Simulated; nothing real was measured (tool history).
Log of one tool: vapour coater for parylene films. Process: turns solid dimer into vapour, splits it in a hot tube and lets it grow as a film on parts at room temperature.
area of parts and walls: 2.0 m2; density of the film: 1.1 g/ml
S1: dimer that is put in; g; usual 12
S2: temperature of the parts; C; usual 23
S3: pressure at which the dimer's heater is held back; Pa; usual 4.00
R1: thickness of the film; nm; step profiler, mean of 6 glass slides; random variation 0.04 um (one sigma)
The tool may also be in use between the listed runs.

run,hour,S1,S2,S3,R1
1,0.0,12,23,4.00,4300
2,10.7,12,23,4.00,4330
3,26.9,12,23,4.00,4300
4,42.1,12,23,4.00,4300
5,56.7,12,23,4.00,4320
6,71.7,12,23,4.00,4250
7,84.4,12,23,4.00,4310
8,99.6,12,23,4.00,4360
9,109.8,6,15,4.00,2640
10,123.0,6,15,4.00,2620
11,142.9,19,23,2.93,7200
# hour 156.3: trap's valve overhauled
12,156.9,16,18,7.27,6560
13,172.2,12,16,2.41,5380
14,192.3,11,23,4.00,3950
15,207.3,7,23,3.02,2610
16,223.5,12,19,2.89,5370

Forecast each of these 5 alternatives for the next run:
A,246.5,17,16,11.82,?
B,246.5,12,23,3.06,?
C,246.5,19,16,8.76,?
D,246.5,6,24,6.88,?
E,246.5,12,16,6.14,?

run,R1
A,7140
B,4470
C,8260
D,1880
E,5380
Without the tool's hidden state the same runs would have given:
run,R1
A,7150
B,4470
C,8270
D,1890
E,5390

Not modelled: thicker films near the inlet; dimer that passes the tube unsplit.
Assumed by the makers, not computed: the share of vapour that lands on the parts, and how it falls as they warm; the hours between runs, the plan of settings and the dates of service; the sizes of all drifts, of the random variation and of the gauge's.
